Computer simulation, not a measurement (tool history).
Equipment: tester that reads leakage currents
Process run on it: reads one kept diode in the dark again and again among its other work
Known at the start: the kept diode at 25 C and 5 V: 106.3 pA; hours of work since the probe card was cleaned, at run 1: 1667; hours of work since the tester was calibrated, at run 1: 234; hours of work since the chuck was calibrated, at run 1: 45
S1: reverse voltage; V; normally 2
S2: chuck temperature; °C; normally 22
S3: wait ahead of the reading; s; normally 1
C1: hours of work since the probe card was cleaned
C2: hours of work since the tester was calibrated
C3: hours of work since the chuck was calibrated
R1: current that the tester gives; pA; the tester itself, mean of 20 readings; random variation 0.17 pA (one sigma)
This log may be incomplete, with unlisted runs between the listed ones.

{"run": 1, "hour": 0.0, "S1": 2, "S2": 22, "S3": 1, "C1": 1667, "C2": 234, "C3": 45, "R1": 55.97}
{"run": 2, "hour": 43.6, "S1": 2, "S2": 22, "S3": 1, "C1": 1687, "C2": 254, "C3": 65, "R1": 55.83}
{"run": 3, "hour": 88.3, "S1": 2, "S2": 22, "S3": 1, "C1": 1708, "C2": 274, "C3": 86, "R1": 55.68}
{"run": 4, "hour": 143.8, "S1": 2, "S2": 22, "S3": 1, "C1": 1733, "C2": 300, "C3": 111, "R1": 56.07}
{"run": 5, "hour": 180.4, "S1": 2, "S2": 22, "S3": 1, "C1": 1750, "C2": 316, "C3": 128, "R1": 55.79}
{"run": 6, "hour": 214.4, "S1": 2, "S2": 22, "S3": 1, "C1": 1765, "C2": 332, "C3": 143, "R1": 55.79}
{"run": 7, "hour": 262.0, "S1": 2, "S2": 22, "S3": 1, "C1": 1787, "C2": 354, "C3": 165, "R1": 56.19}
{"run": 8, "hour": 288.8, "S1": 2, "S2": 22, "S3": 1, "C1": 1799, "C2": 366, "C3": 177, "R1": 55.77}
{"run": 9, "hour": 333.0, "S1": 2, "S2": 22, "S3": 1, "C1": 1819, "C2": 386, "C3": 197, "R1": 56.03}
{"run": 10, "hour": 367.7, "S1": 5.7, "S2": 22, "S3": 0.42, "C1": 1835, "C2": 402, "C3": 213, "R1": 88.06}
{"run": 11, "hour": 397.3, "S1": 2, "S2": 30, "S3": 1.81, "C1": 1849, "C2": 416, "C3": 227, "R1": 112.81}
{"run": 12, "hour": 440.3, "S1": 7.06, "S2": 44, "S3": 1.36, "C1": 1868, "C2": 435, "C3": 246, "R1": 596.89}
{"run": 13, "hour": 473.9, "S1": 2, "S2": 35, "S3": 1, "C1": 1884, "C2": 451, "C3": 262, "R1": 172.2}
{"run": 14, "hour": 502.7, "S1": 3.1, "S2": 41, "S3": 1, "C1": 1897, "C2": 464, "C3": 275, "R1": 336}
{"run": 15, "hour": 541.7, "S1": 2, "S2": 22, "S3": 3.53, "C1": 1915, "C2": 482, "C3": 293, "R1": 55.84}
{"run": 16, "hour": 582.1, "S1": 2.88, "S2": 57, "S3": 7.96, "C1": 1933, "C2": 500, "C3": 311, "R1": 1089.16}

Branching from run 16: 5 alternative next runs. What would each branch give?
{"run": "A", "hour": 625.3, "S1": 4.31, "S2": 41, "S3": 2.04, "C1": 1953, "C2": 520, "C3": 331, "R1": "?"}
{"run": "B", "hour": 625.3, "S1": 2.44, "S2": 55, "S3": 0.73, "C1": 1953, "C2": 520, "C3": 331, "R1": "?"}
{"run": "C", "hour": 625.3, "S1": 18.32, "S2": 32, "S3": 0.49, "C1": 1953, "C2": 520, "C3": 331, "R1": "?"}
{"run": "D", "hour": 625.3, "S1": 1.26, "S2": 50, "S3": 1.9, "C1": 1953, "C2": 520, "C3": 331, "R1": "?"}
{"run": "E", "hour": 625.3, "S1": 8.69, "S2": 22, "S3": 0.93, "C1": 1953, "C2": 520, "C3": 331, "R1": "?"}

run=A R1=384.23
run=B R1=885
run=C R1=338.38
run=D R1=464.89
run=E R1=103.7
Stripped of hidden state, with their random variation kept, the same runs would have yielded:
run=A R1=384.12
run=B R1=884.78
run=C R1=338.21
run=D R1=464.77
run=E R1=103.63
